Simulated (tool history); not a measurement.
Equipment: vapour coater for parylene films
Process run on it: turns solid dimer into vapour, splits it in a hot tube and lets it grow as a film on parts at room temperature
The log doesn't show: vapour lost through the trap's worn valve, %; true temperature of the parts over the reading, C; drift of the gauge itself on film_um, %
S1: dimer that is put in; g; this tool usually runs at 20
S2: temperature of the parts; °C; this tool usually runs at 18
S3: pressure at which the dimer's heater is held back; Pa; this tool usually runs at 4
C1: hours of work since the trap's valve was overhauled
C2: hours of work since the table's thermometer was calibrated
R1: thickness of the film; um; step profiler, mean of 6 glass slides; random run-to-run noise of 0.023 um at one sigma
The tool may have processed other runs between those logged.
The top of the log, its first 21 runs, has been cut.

run	hour	S1	S2	S3	C1	C2	R1
# hour 723.4: trap's valve overhauled, once more
22	723.4	20	18	10.29	0	580	4.7
23	769.7	20	18	10.29	24	604	4.62
24	813.6	30	21	4	47	627	6.73
25	834.1	20	28	2.52	58	638	3.65
26	877.2	20	28	2.52	80	660	3.62
27	909.9	14	18	3.97	97	677	3.46
28	952.3	14	18	3.94	119	700	3.39
29	981.2	14	18	3.94	135	715	3.39
30	1008.1	14	18	3.94	149	729	3.38
31	1034.5	11	18	11.04	162	742	2.44
32	1075.7	11	18	11.04	184	764	2.43
33	1099.2	20	18	7.88	196	776	4.53
34	1122	35	14	4	208	788	9.48
35	1161.5	20	23	7.13	229	809	3.76
36	1196.4	20	23	5.41	247	827	3.83
37	1221.7	20	23	5.41	260	840	3.84
38	1271.7	16	29	4	286	866	2.56
39	1304.8	18	15	6.56	303	884	4.41
# hour 1355.3: trap's valve overhauled
40	1355.3	18	15	6.56	0	908	4.86
41	1404.8	18	15	6.56	26	934	4.85
42	1453.5	31	18	2.03	51	959	8.2
43	1483.8	31	27	9.78	67	975	5.3
44	1522.8	10	14	2.63	87	995	2.92
45	1548.3	26	27	2.63	101	1009	4.89
46	1573.1	13	29	4	114	1021	2.21

Predict each of these 5 candidate next runs independently; none follows another, all start after run 46:
A	1613.7	9	16	4.76	135	1043	?
B	1613.7	27	25	4	135	1043	?
C	1613.7	32	27	6.54	135	1043	?
D	1613.7	13	19	4	135	1043	?
E	1613.7	13	29	11.13	135	1043	?

run	R1
A	2.35
B	5.23
C	5.63
D	3.08
E	2.02
Had the tool no hidden state, the same runs would have come out as:
run	R1
A	2.42
B	5.4
C	5.81
D	3.17
E	2.08

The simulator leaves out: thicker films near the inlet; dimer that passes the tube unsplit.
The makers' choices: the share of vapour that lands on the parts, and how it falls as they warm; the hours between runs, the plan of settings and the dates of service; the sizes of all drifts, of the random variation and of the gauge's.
